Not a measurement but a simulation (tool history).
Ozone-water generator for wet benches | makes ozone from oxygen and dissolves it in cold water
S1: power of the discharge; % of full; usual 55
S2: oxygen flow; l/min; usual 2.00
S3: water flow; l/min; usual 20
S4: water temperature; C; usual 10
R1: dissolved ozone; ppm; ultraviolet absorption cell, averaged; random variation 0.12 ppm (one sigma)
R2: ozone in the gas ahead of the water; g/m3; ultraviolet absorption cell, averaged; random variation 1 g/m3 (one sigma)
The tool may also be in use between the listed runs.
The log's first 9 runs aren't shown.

run,hour,S1,S2,S3,S4,R1,R2
10,380.6,60,1.66,20,10,12.1,213.8
11,416.7,47,2.00,20,10,11.0,168.9
12,466.4,47,2.00,20,10,11.1,167.0
13,493.9,47,2.00,22,10,10.2,168.8
14,522.3,47,2.00,22,10,10.1,167.9
15,563.7,55,1.70,20,10,11.7,199.4
16,595.1,55,1.70,20,10,11.9,200.1
17,626.5,55,1.70,20,10,11.6,200.9
18,652.9,55,1.70,14,10,16.9,199.5
19,695.1,55,1.70,17,17,13.4,200.6
20,737.6,55,2.00,20,11,12.1,182.6
21,790.1,85,2.00,20,11,15.3,234.6
22,831.0,85,2.00,20,11,15.6,234.1
23,877.6,85,1.80,20,16,14.3,247.7
24,928.4,85,1.80,20,16,14.4,248.9
25,970.2,85,1.80,20,16,14.4,250.7
26,1019.8,85,1.80,20,16,14.4,247.2
27,1062.6,85,1.80,20,16,14.3,249.6
28,1112.0,55,2.00,17,10,14.5,186.0
# hour 1149.9: gauge calibrated
29,1150.4,55,2.88,12,10,20.9,147.8
30,1198.3,55,3.44,16,10,16.7,133.2
31,1228.5,86,3.44,17,10,20.1,172.0
32,1273.9,55,2.62,20,10,13.0,156.5

4 ways to go on from here, each from the tool as it stands after run 32. What would each give?
# hour 1317.4: water thermometer calibrated
A,1325.7,55,2.61,31,10,?,?
# hour 1317.4: water thermometer calibrated
B,1325.7,48,2.62,20,10,?,?
# hour 1317.4: water thermometer calibrated
C,1325.7,43,2.69,16,10,?,?
# hour 1317.4: water thermometer calibrated
D,1325.7,45,2.00,24,5,?,?

run,R1,R2
A,8.1,156.7
B,12.3,144.8
C,14.1,136.1
D,9.4,163.8
Without the tool's hidden state the same runs would have given:
run,R1,R2
A,8.1,156.0
B,12.3,144.2
C,14.1,135.5
D,9.4,163.1
